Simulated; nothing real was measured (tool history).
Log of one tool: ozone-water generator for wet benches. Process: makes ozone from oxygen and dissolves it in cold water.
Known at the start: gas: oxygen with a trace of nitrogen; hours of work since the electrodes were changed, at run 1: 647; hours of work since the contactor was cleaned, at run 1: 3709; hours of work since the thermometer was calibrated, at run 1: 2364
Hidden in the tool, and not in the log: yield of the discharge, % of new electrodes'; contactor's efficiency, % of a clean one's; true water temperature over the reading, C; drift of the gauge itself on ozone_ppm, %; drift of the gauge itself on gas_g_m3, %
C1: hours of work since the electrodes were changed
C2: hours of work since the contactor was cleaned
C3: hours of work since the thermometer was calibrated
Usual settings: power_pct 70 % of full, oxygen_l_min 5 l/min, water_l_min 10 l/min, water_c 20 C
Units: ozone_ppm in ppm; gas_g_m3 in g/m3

Run 1, hour 0: usual settings; C1 647; C2 3709; C3 2364. Result: ozone_ppm 34 ppm, gas_g_m3 266.7 g/m3.
Run 2, hour 36.4: usual settings; C1 683; C2 3745; C3 2400. Result: ozone_ppm 34.6 ppm, gas_g_m3 268.3 g/m3.
Run 3, hour 61.6: usual settings but water_l_min 12 l/min; C1 709; C2 3771; C3 2426. Result: ozone_ppm 30.9 ppm, gas_g_m3 268.8 g/m3.
Run 4, hour 88: usual settings but water_l_min 12 l/min; C1 735; C2 3797; C3 2452. Result: ozone_ppm 31.3 ppm, gas_g_m3 269.4 g/m3.
Run 5, hour 120.3: usual settings but water_l_min 12 l/min; C1 767; C2 3829; C3 2484. Result: ozone_ppm 30.6 ppm, gas_g_m3 264.7 g/m3.
Run 6, hour 147.5: usual settings but water_l_min 12 l/min; C1 794; C2 3856; C3 2511. Result: ozone_ppm 30.9 ppm, gas_g_m3 267.7 g/m3.
Run 7, hour 168.7: usual settings; C1 815; C2 3877; C3 2532. Result: ozone_ppm 34.1 ppm, gas_g_m3 266.2 g/m3.
Run 8, hour 190.4: usual settings; C1 837; C2 3899; C3 2554. Result: ozone_ppm 34.2 ppm, gas_g_m3 268.8 g/m3.
At hour 209.7: water thermometer calibrated.
Run 9, hour 214.9: usual settings; C1 861; C2 3923; C3 5. Result: ozone_ppm 34.3 ppm, gas_g_m3 268.1 g/m3.
Run 10, hour 257.1: usual settings; C1 903; C2 3965; C3 47. Result: ozone_ppm 34.3 ppm, gas_g_m3 267.3 g/m3.
Run 11, hour 289: usual settings; C1 935; C2 3997; C3 79. Result: ozone_ppm 34.3 ppm, gas_g_m3 266 g/m3.
Run 12, hour 307.1: usual settings but water_c 18 C; C1 953; C2 4015; C3 97. Result: ozone_ppm 35.9 ppm, gas_g_m3 266.4 g/m3.
Run 13, hour 328.4: usual settings but water_c 18 C; C1 974; C2 4036; C3 118. Result: ozone_ppm 35.5 ppm, gas_g_m3 263.9 g/m3.
Run 14, hour 348.3: usual settings but power_pct 48 % of full, water_c 18 C; C1 994; C2 4056; C3 138. Result: ozone_ppm 25.4 ppm, gas_g_m3 189.4 g/m3.
Run 15, hour 387.2: usual settings; C1 1033; C2 4095; C3 177. Result: ozone_ppm 33.4 ppm, gas_g_m3 267.9 g/m3.
Run 16, hour 428: usual settings; C1 1073; C2 4135; C3 218. Result: ozone_ppm 33.5 ppm, gas_g_m3 264.9 g/m3.
Run 17, hour 469.3: usual settings but power_pct 61 % of full; C1 1114; C2 4176; C3 259. Result: ozone_ppm 29.9 ppm, gas_g_m3 235.5 g/m3.
Run 18, hour 510.2: usual settings but power_pct 61 % of full; C1 1155; C2 4217; C3 300. Result: ozone_ppm 29.8 ppm, gas_g_m3 234.6 g/m3.
Run 19, hour 528.7: usual settings but power_pct 85 % of full, oxygen_l_min 3.42 l/min; C1 1174; C2 4236; C3 318. Result: ozone_ppm 43.4 ppm, gas_g_m3 396 g/m3.
Run 20, hour 551.8: usual settings but oxygen_l_min 3.91 l/min, water_c 21 C; C1 1197; C2 4259; C3 341. Result: ozone_ppm 35.3 ppm, gas_g_m3 304 g/m3.
Run 21, hour 573.1: usual settings but power_pct 43 % of full, oxygen_l_min 7 l/min, water_l_min 7 l/min, water_c 12 C; C1 1218; C2 4280; C3 362. Result: ozone_ppm 28.1 ppm, gas_g_m3 140.5 g/m3.
Run 22, hour 611.5: usual settings but oxygen_l_min 7.88 l/min; C1 1256; C2 4318; C3 400. Result: ozone_ppm 29.8 ppm, gas_g_m3 201.3 g/m3.
Run 23, hour 643.5: usual settings but oxygen_l_min 6.57 l/min, water_c 16 C; C1 1288; C2 4350; C3 432. Result: ozone_ppm 34.7 ppm, gas_g_m3 224.4 g/m3.
Run 24, hour 666.7: usual settings but oxygen_l_min 6.57 l/min, water_c 16 C; C1 1311; C2 4373; C3 456. Result: ozone_ppm 34.3 ppm, gas_g_m3 225 g/m3.
Run 25, hour 703.2: usual settings but power_pct 75 % of full, water_l_min 9 l/min, water_c 26 C; C1 1348; C2 4410; C3 492. Result: ozone_ppm 33.4 ppm, gas_g_m3 283.4 g/m3.
Run 26, hour 743.5: usual settings but power_pct 75 % of full, water_l_min 9 l/min, water_c 26 C; C1 1388; C2 4450; C3 532. Result: ozone_ppm 32.9 ppm, gas_g_m3 282.2 g/m3.

The next listed run, before its measurement:
Run 27, hour 772.5: usual settings but power_pct 61 % of full, oxygen_l_min 4.49 l/min, water_l_min 11 l/min, water_c 24 C; C1 1417; C2 4479; C3 561. Result: ozone_ppm ?, gas_g_m3 ?.

ozone_ppm: 26.6 ppm
gas_g_m3: 250.7 g/m3
Without the tool's hidden state the same run would have given ozone_ppm 29 ppm, gas_g_m3 259.1 g/m3.
